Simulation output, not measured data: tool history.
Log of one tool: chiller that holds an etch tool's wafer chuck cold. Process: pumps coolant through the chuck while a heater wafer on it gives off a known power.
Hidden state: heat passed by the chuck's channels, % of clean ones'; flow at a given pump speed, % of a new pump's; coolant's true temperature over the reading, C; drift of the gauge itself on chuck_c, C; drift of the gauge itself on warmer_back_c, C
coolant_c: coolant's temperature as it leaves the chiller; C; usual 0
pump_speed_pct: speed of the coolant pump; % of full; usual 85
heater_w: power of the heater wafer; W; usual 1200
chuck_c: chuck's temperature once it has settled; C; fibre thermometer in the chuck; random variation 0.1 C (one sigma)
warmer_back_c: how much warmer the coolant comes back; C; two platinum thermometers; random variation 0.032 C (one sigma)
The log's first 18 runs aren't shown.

| run | hour | coolant_c | pump_speed_pct | heater_w | hours since the coolant was changed and the channels were flushed | hours since the pump was overhauled | hours since the chiller's thermometer was calibrated | chuck_c | warmer_back_c |
|---|---|---|---|---|---|---|---|---|---|
| 19 | 2499.4 | -6 | 85 | 1041 | 4809 | 427 | 4556 | 4.2 | 3.17 |
| 20 | 2660.8 | 0 | 83 | 1200 | 4970 | 588 | 4717 | 11.7 | 3.75 |
|  | 2744.9 | chiller's thermometer calibrated |
| 21 | 2746.1 | 0 | 83 | 1200 | 5055 | 673 | 1 | 11.5 | 3.75 |
| 22 | 2863.1 | 0 | 90 | 1421 | 5171 | 790 | 118 | 12.8 | 4.1 |
| 23 | 3009.8 | 0 | 85 | 1060 | 5318 | 936 | 265 | 10.1 | 3.21 |
| 24 | 3172 | -2 | 73 | 655 | 5480 | 1099 | 427 | 5.1 | 2.38 |
| 25 | 3316.6 | -4 | 74 | 655 | 5625 | 1243 | 572 | 3.1 | 2.31 |
| 26 | 3386.9 | -4 | 74 | 655 | 5695 | 1314 | 642 | 3.1 | 2.41 |
| 27 | 3517.5 | 0 | 75 | 1078 | 5826 | 1444 | 773 | 11.8 | 3.82 |
| 28 | 3611.1 | -9 | 100 | 1200 | 5920 | 1538 | 866 | 1.2 | 3.06 |
| 29 | 3766.9 | -4 | 88 | 1200 | 6075 | 1694 | 1022 | 7.4 | 3.65 |
| 30 | 3888.8 | 0 | 94 | 1200 | 6197 | 1815 | 1144 | 10.9 | 3.34 |
| 31 | 4057.2 | 8 | 94 | 934 | 6366 | 1984 | 1312 | 16.6 | 2.59 |
| 32 | 4227.2 | 4 | 95 | 750 | 6536 | 2154 | 1482 | 11 | 2.14 |
| 33 | 4306.6 | 4 | 95 | 750 | 6615 | 2233 | 1562 | 11 | 2.04 |

3 ways to go on from here, each from the tool as it stands after run 33. What would each give?
| A | 4472.1 | 0 | 76 | 1200 | 6780 | 2399 | 1727 | ? | ? |
| B | 4472.1 | 0 | 73 | 1200 | 6780 | 2399 | 1727 | ? | ? |
| C | 4472.1 | 1 | 92 | 1167 | 6780 | 2399 | 1727 | ? | ? |

| run | chuck_c | warmer_back_c |
|---|---|---|
| A | 13.4 | 4.26 |
| B | 13.9 | 4.47 |
| C | 12.2 | 3.33 |
Without the tool's hidden state the same runs would have given:
| run | chuck_c | warmer_back_c |
|---|---|---|
| A | 10.7 | 4.08 |
| B | 11.1 | 4.29 |
| C | 9.8 | 3.19 |
